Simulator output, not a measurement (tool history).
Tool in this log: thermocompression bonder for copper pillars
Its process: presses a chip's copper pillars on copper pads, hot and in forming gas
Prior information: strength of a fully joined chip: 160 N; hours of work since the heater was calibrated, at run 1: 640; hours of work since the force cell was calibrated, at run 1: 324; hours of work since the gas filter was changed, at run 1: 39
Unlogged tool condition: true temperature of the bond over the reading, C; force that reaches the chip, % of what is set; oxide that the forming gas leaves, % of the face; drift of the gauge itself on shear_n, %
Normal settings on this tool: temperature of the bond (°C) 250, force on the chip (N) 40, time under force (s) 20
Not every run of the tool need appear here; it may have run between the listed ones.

run   hour  temperature of the bond (°C)  force on the chip (N)  time under force (s)  hours of work since the heater was calibrated  hours of work since the force cell was calibrated  hours of work since the gas filter was changed  force that shears a chip off (N)
  1    0.0                           250                     40                    20                                            640                                                324                                              39                             121.1
  2   11.3                           250                     40                    20                                            645                                                328                                              43                             120.1
  3   26.6                           250                     40                    20                                            651                                                335                                              50                             119.9
  4   49.3                           250                     40                    20                                            661                                                345                                              60                             118.6
  5   63.3                           250                     40                    20                                            667                                                351                                              66                             118.9
  6   78.3                           250                     40                    20                                            674                                                357                                              72                             118.1
  7   95.9                           250                     40                    20                                            681                                                365                                              80                             118.3
      98.7  -- force cell calibrated
  8  108.7                           250                     40                    20                                            686                                                  4                                              85                             116.9
  9  123.8                           250                     40                    20                                            692                                                 11                                              91                             118.5
 10  139.7                           250                     29                    20                                            699                                                 18                                              98                             101.5
 11  155.8                           250                     29                    16                                            706                                                 24                                             105                              93.4
 12  172.6                           250                     43                    31                                            713                                                 32                                             112                             130.3
 13  191.2                           250                     43                    31                                            721                                                 40                                             120                             130.1

Forecast run 14:
 14  204.3                           250                     43                    31                                            727                                                 45                                             126                                 ?

Run 14 produced force that shears a chip off (N) 130.9.
With no hidden state in the tool, this same run would have given force that shears a chip off (N) 134.9.
